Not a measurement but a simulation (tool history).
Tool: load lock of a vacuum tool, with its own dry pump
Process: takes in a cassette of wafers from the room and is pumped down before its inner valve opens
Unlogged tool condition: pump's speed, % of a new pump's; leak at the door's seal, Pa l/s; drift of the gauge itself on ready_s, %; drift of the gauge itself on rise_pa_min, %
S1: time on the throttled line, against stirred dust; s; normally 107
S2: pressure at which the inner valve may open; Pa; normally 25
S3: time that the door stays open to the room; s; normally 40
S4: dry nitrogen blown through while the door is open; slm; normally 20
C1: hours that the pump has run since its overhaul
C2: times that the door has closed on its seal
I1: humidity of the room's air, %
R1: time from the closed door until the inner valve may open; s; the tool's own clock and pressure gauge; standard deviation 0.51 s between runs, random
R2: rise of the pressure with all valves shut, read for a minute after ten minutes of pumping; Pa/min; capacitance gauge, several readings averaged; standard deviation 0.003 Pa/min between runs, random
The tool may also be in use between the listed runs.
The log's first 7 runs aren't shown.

run,day,S1,S2,S3,S4,C1,C2,I1,R1,R2
8,39.446,107,25,40,20,7097,13715,44.5,143.9,0.042
9,46.704,107,25,40,20,7272,14095,43.6,143.6,0.047
10,53.758,107,25,40,20,7441,14464,41.7,143.2,0.042
11,59.562,107,25,40,20,7580,14768,42.7,143.7,0.047
12,63.483,107,25,40,20,7674,14974,44.5,143.7,0.04
13,70.012,107,25,101,20,7831,15315,46.6,144,0.082
14,77.225,107,25,40,20,8004,15693,46.3,143.5,0.04
15,81.45,107,25,40,7,8105,15914,43.8,143.7,0.05
16,88.646,122,25,40,7,8278,16291,43.6,157.8,0.051
17,96.038,107,27,40,20,8456,16678,44.4,142.7,0.046
18,103.571,165,27,40,20,8636,17073,47.2,195.1,0.043
19,111.446,165,27,40,18,8825,17485,46.9,195.3,0.046
20,115.742,131,49,88,6,8928,17710,45.6,162.1,0.093
21,123.588,137,25,177,32,9117,18121,45.9,170.6,0.102
# day 127.392: dry pump taken out, an overhauled one fitted
22,128.771,202,25,40,9,33,18379,44.1,228.7,0.048
23,134.992,202,25,40,9,182,18705,44.4,228.3,0.047
24,143.283,202,25,40,9,381,19139,46,228.9,0.049
25,147.138,101,25,40,13,474,19341,43.8,138.4,0.05
26,153.996,101,25,40,13,638,19700,46.3,138.3,0.053

Estimate the outcome of run 27 from the log above:
27,158.604,171,23,31,14,749,19941,41.8,?,?

{"run 27": {"R1": 202.2, "R2": 0.035}}
Minus the tool's unlogged condition, the same run would have read R1 202.2 s, R2 0.033 Pa/min.

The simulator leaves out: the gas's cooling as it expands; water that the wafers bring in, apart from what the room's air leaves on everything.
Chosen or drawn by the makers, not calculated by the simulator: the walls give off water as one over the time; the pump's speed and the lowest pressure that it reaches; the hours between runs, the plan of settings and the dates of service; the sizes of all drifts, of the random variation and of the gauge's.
